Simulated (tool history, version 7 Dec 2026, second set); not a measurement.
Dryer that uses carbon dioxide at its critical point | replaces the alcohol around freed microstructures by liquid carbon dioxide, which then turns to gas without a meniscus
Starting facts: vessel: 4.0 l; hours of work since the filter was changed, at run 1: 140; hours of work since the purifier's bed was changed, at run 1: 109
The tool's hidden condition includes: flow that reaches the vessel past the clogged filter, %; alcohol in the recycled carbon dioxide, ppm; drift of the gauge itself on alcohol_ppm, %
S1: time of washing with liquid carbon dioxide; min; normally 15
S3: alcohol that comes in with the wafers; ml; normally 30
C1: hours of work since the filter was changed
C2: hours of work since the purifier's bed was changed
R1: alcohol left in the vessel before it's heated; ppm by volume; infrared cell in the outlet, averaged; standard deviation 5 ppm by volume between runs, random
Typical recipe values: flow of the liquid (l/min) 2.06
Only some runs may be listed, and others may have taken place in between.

Run 1, hour 0: usual settings; C1 140; C2 109. Result: R1 91 ppm by volume.
At hour 27.4: inlet filter changed.
Run 2, hour 27.4: usual settings but S3 41 ml; C1 0; C2 127. Result: R1 88 ppm by volume.
Run 3, hour 62.6: usual settings but S3 41 ml; C1 24; C2 152. Result: R1 103 ppm by volume.
Run 4, hour 96.8: usual settings; C1 48; C2 175. Result: R1 92 ppm by volume.
Run 5, hour 134.1: usual settings but flow of the liquid (l/min) 1.74; C1 74; C2 201. Result: R1 157 ppm by volume.
Run 6, hour 179.3: usual settings but S1 21 min; C1 105; C2 233. Result: R1 82 ppm by volume.
Run 7, hour 205.6: usual settings but S1 21 min; C1 123; C2 251. Result: R1 89 ppm by volume.
Run 8, hour 250.4: usual settings; C1 154; C2 282. Result: R1 153 ppm by volume.
At hour 256.9: inlet filter changed.
Run 9, hour 276.8: usual settings; C1 14; C2 299. Result: R1 134 ppm by volume.
Run 10, hour 315.8: usual settings but flow of the liquid (l/min) 3.19; C1 41; C2 326. Result: R1 103 ppm by volume.
Run 11, hour 344: usual settings but flow of the liquid (l/min) 3.19; C1 60; C2 346. Result: R1 117 ppm by volume.
Run 12, hour 374.5: usual settings but flow of the liquid (l/min) 3.19; C1 81; C2 367. Result: R1 117 ppm by volume.
Run 13, hour 420.7: usual settings but S1 10 min, flow of the liquid (l/min) 1.39, S3 69 ml; C1 113; C2 399. Result: R1 2068 ppm by volume.
Run 14, hour 459.7: usual settings but S1 10 min, flow of the liquid (l/min) 1.39, S3 69 ml; C1 140; C2 426. Result: R1 2234 ppm by volume.
Run 15, hour 480: usual settings but S1 10 min, flow of the liquid (l/min) 1.39, S3 31 ml; C1 154; C2 440. Result: R1 1119 ppm by volume.
At hour 488.4: inlet filter changed.
Run 16, hour 502.8: usual settings but S1 10 min, flow of the liquid (l/min) 1.55, S3 84 ml; C1 10; C2 455. Result: R1 1529 ppm by volume.
Run 17, hour 547.2: usual settings but S1 10 min, flow of the liquid (l/min) 1.38, S3 50 ml; C1 41; C2 486. Result: R1 1352 ppm by volume.
Run 18, hour 587.5: usual settings but S1 10 min, flow of the liquid (l/min) 1.38, S3 50 ml; C1 69; C2 514. Result: R1 1470 ppm by volume.

Predict each of these 4 candidate next runs independently; none follows another, all start after run 18:
Run A, hour 626.2: usual settings but S1 20 min, flow of the liquid (l/min) 1.34; C1 95; C2 540. Result: R1 ?.
Run B, hour 626.2: usual settings but S1 10 min, flow of the liquid (l/min) 3.01, S3 21 ml; C1 95; C2 540. Result: R1 ?.
Run C, hour 626.2: usual settings but S1 22 min, S3 64 ml; C1 95; C2 540. Result: R1 ?.
Run D, hour 626.2: usual settings but S1 21 min, flow of the liquid (l/min) 2.46, S3 54 ml; C1 95; C2 540. Result: R1 ?.

run   R1
  A  293
  B  206
  C  183
  D  166
Without the tool's unlogged condition, the same runs would have read:
run  R1
  A  86
  B  28
  C   8
  D   2
